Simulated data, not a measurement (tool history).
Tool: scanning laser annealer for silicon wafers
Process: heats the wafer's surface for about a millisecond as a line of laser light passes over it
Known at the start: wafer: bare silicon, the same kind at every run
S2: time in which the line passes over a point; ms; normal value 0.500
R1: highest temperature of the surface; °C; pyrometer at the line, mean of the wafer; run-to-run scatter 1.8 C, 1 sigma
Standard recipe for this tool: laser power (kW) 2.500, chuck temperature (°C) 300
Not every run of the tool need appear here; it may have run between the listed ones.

run 1 hour=0.0 | laser_power_(kW)=2.500 S2=0.500 chuck_temperature_(°C)=300 | R1=1028
run 2 hour=9.3 | laser_power_(kW)=2.500 S2=0.411 chuck_temperature_(°C)=300 | R1=949
run 3 hour=18.5 | laser_power_(kW)=2.500 S2=0.411 chuck_temperature_(°C)=300 | R1=949
run 4 hour=26.8 | laser_power_(kW)=2.500 S2=0.411 chuck_temperature_(°C)=300 | R1=950
run 5 hour=30.9 | laser_power_(kW)=2.555 S2=0.500 chuck_temperature_(°C)=300 | R1=1044
run 6 hour=36.1 | laser_power_(kW)=2.555 S2=0.500 chuck_temperature_(°C)=300 | R1=1046
run 7 hour=45.9 | laser_power_(kW)=2.500 S2=0.500 chuck_temperature_(°C)=300 | R1=1027
run 8 hour=54.8 | laser_power_(kW)=2.500 S2=0.498 chuck_temperature_(°C)=300 | R1=1023
run 9 hour=59.8 | laser_power_(kW)=2.511 S2=0.500 chuck_temperature_(°C)=300 | R1=1026
run 10 hour=68.0 | laser_power_(kW)=2.511 S2=0.500 chuck_temperature_(°C)=300 | R1=1030
run 11 hour=73.2 | laser_power_(kW)=2.500 S2=0.500 chuck_temperature_(°C)=300 | R1=1026
run 12 hour=78.0 | laser_power_(kW)=2.500 S2=0.500 chuck_temperature_(°C)=300 | R1=1024
run 13 hour=86.6 | laser_power_(kW)=2.500 S2=0.422 chuck_temperature_(°C)=317 | R1=968
run 14 hour=92.5 | laser_power_(kW)=2.500 S2=0.475 chuck_temperature_(°C)=317 | R1=1015
-- hour=95.9 laser's power meter calibrated
run 15 hour=104.8 | laser_power_(kW)=2.683 S2=0.464 chuck_temperature_(°C)=317 | R1=1064
run 16 hour=111.5 | laser_power_(kW)=2.683 S2=0.464 chuck_temperature_(°C)=317 | R1=1062
-- hour=121.0 laser's power meter calibrated, once more
run 17 hour=123.8 | laser_power_(kW)=2.683 S2=0.464 chuck_temperature_(°C)=271 | R1=1019
run 18 hour=129.5 | laser_power_(kW)=2.683 S2=0.464 chuck_temperature_(°C)=271 | R1=1017
run 19 hour=134.9 | laser_power_(kW)=2.500 S2=0.388 chuck_temperature_(°C)=329 | R1=950
run 20 hour=144.2 | laser_power_(kW)=2.500 S2=0.388 chuck_temperature_(°C)=329 | R1=956
run 21 hour=148.7 | laser_power_(kW)=2.500 S2=0.500 chuck_temperature_(°C)=262 | R1=986
run 22 hour=155.0 | laser_power_(kW)=2.500 S2=0.500 chuck_temperature_(°C)=262 | R1=981
run 23 hour=164.0 | laser_power_(kW)=2.500 S2=0.559 chuck_temperature_(°C)=309 | R1=1077
run 24 hour=172.5 | laser_power_(kW)=2.500 S2=0.559 chuck_temperature_(°C)=309 | R1=1078

4 options for the next run, each taken on its own from the tool as it stands now. Forecast them:
run A hour=178.5 | laser_power_(kW)=2.500 S2=0.559 chuck_temperature_(°C)=279 | R1=?
run B hour=178.5 | laser_power_(kW)=2.638 S2=0.500 chuck_temperature_(°C)=337 | R1=?
run C hour=178.5 | laser_power_(kW)=2.530 S2=0.546 chuck_temperature_(°C)=290 | R1=?
run D hour=178.5 | laser_power_(kW)=2.500 S2=0.405 chuck_temperature_(°C)=309 | R1=?

run=A R1=1047
run=B R1=1097
run=C R1=1056
run=D R1=943
Stripped of hidden state, with their random variation kept, the same runs would have yielded:
run=A R1=1079
run=B R1=1129
run=C R1=1088
run=D R1=970
